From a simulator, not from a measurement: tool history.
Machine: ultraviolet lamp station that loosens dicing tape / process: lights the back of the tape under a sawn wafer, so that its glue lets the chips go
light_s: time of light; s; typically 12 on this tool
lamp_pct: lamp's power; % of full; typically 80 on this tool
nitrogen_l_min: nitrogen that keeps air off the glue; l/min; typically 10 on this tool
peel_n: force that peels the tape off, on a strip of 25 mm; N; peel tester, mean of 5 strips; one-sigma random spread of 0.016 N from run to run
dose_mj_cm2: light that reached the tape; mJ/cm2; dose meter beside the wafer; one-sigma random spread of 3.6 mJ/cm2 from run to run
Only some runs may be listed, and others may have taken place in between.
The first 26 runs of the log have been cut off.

run	hour	light_s	lamp_pct	nitrogen_l_min	hours of work of the lamp	hours of work since the window was cleaned	peel_n	dose_mj_cm2
27	344.9	9	80	10	446	368	1.756	355
28	361.5	9	80	10	459	380	1.863	358
29	368.9	6	80	7	464	386	3.190	240
30	381.0	10	74	6	473	395	2.255	363
31	391.9	10	74	10	481	403	1.793	363
32	406.1	19	73	9	491	413	0.614	683
33	423.7	19	75	19	504	426	0.304	690
34	433.8	17	61	5	512	433	1.675	501
35	441.0	17	61	5	517	439	1.675	498
36	453.2	17	61	5	526	447	1.678	495
# hour 463.1: window cleaned of glue's vapour
37	464.9	17	61	5	534	1	1.468	559
38	476.6	17	61	5	543	10	1.438	548
39	487.8	17	61	5	551	18	1.440	551
40	496.1	23	73	10	557	24	0.283	891
41	509.9	12	80	12	567	34	0.932	509
42	526.4	12	68	11	579	46	1.314	429
43	535.5	7	67	8	586	53	2.876	247

Predict each of these 4 candidate next runs independently; none follows another, all start after run 43:
A	543.9	7	65	5	592	59	?	?
B	543.9	21	64	8	592	59	?	?
C	543.9	12	67	17	592	59	?	?
D	543.9	11	64	10	592	59	?	?

run	peel_n	dose_mj_cm2
A	3.496	242
B	0.640	705
C	1.050	424
D	1.705	365
Had the tool no hidden state, the same runs would have come out as:
run	peel_n	dose_mj_cm2
A	3.084	286
B	0.431	835
C	0.753	501
D	1.325	433
